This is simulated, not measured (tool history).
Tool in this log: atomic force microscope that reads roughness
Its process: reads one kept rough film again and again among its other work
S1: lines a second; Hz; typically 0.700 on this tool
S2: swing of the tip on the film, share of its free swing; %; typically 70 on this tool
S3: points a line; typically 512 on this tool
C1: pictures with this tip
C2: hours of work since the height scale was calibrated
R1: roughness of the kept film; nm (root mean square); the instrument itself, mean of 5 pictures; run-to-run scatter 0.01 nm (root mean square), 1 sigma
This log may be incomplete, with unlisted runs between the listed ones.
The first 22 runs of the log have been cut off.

run   hour     S1  S2   S3   C1   C2     R1
 23  535.6  1.033  57  512   47  464  2.304
 24  557.2  0.700  55  300   69  478  2.306
 25  584.2  0.604  70  443   97  496  2.285
 26  616.3  2.721  84  609  130  517  1.834
 27  643.8  2.721  61  609  158  535  2.182
 28  660.1  2.721  74  289  175  545  1.969
 29  691.6  0.700  73  512  207  566  2.257
 30  721.9  0.707  83  407  238  586  2.188
     746.0  -- new tip fitted
 31  750.8  0.707  83  407    5  604  2.200
 32  769.2  0.580  74  397   24  616  2.272

Alternative continuations, all from the tool just after run 32; predict every row:
  A  793.7  1.199  62  512  49  632   ?
  B  793.7  1.589  64  337  49  632   ?
  C  793.7  0.700  60  467  49  632   ?
  D  793.7  1.703  70  397  49  632   ?
  E  793.7  0.808  55  911  49  632   ?

run     R1
  A  2.267
  B  2.230
  C  2.285
  D  2.157
  E  2.332
The same runs, with their run-to-run variation unchanged, on a tool lacking any hidden condition would have given:
run     R1
  A  2.267
  B  2.230
  C  2.286
  D  2.158
  E  2.332
